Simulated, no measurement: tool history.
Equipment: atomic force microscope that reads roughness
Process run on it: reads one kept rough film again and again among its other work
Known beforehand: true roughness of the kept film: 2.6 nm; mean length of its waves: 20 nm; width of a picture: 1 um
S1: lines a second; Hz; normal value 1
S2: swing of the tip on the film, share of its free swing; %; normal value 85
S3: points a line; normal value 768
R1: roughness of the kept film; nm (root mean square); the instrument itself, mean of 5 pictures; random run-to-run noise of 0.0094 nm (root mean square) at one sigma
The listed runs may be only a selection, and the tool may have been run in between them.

run,hour,S1,S2,S3,R1
1,0,1,85,768,1.679
2,7.8,1,85,768,1.637
3,12.6,1,85,768,1.628
4,18.3,1,57,768,1.705
5,23,1,85,444,1.559
# hour 33.8: new tip fitted
6,34.5,1,85,444,2.084
7,44.3,1,85,768,2.034
8,52.7,1,85,768,1.982
9,62.8,1,85,768,1.938
10,71.3,2.57,85,768,1.671
11,78,1,85,768,1.825
12,86.4,1,85,768,1.788
13,96.4,1,85,768,1.742
14,105.8,1,85,768,1.697
15,116.8,1,85,768,1.635
16,123.4,3,85,768,1.4
# hour 125.3: height scale calibrated on a step standard
# hour 127.5: new tip fitted
17,132.1,3,85,768,1.798
18,141.7,3,85,768,1.755
19,148.7,3,85,768,1.686
20,158.1,3,85,768,1.661
21,168.8,3,85,768,1.594
22,179.5,3,85,838,1.539
23,186.6,1,85,364,1.73
# hour 191.7: height scale calibrated on a step standard, once more
24,198.4,1,85,364,1.665
25,203.7,1,85,404,1.652
26,213.4,1,85,404,1.609
# hour 221.7: new tip fitted
27,223.8,0.74,85,398,2.101
28,231.8,3.23,85,611,1.733
29,236.8,0.91,58,332,2.074
30,245.8,0.58,59,553,2.074
31,252.2,2.02,85,768,1.751
32,261.2,0.58,82,325,1.873
33,266.1,0.52,62,494,1.938
34,270.7,1.48,85,768,1.729
35,280.8,1.48,85,320,1.64
36,291.2,1.48,69,872,1.725

Run 37 has not been measured yet. What should we expect?
37,301.1,1.48,69,872,?

R1: 1.687 nm (root mean square)
With no hidden state in the tool, this same run would have given R1 2.187 nm (root mean square).

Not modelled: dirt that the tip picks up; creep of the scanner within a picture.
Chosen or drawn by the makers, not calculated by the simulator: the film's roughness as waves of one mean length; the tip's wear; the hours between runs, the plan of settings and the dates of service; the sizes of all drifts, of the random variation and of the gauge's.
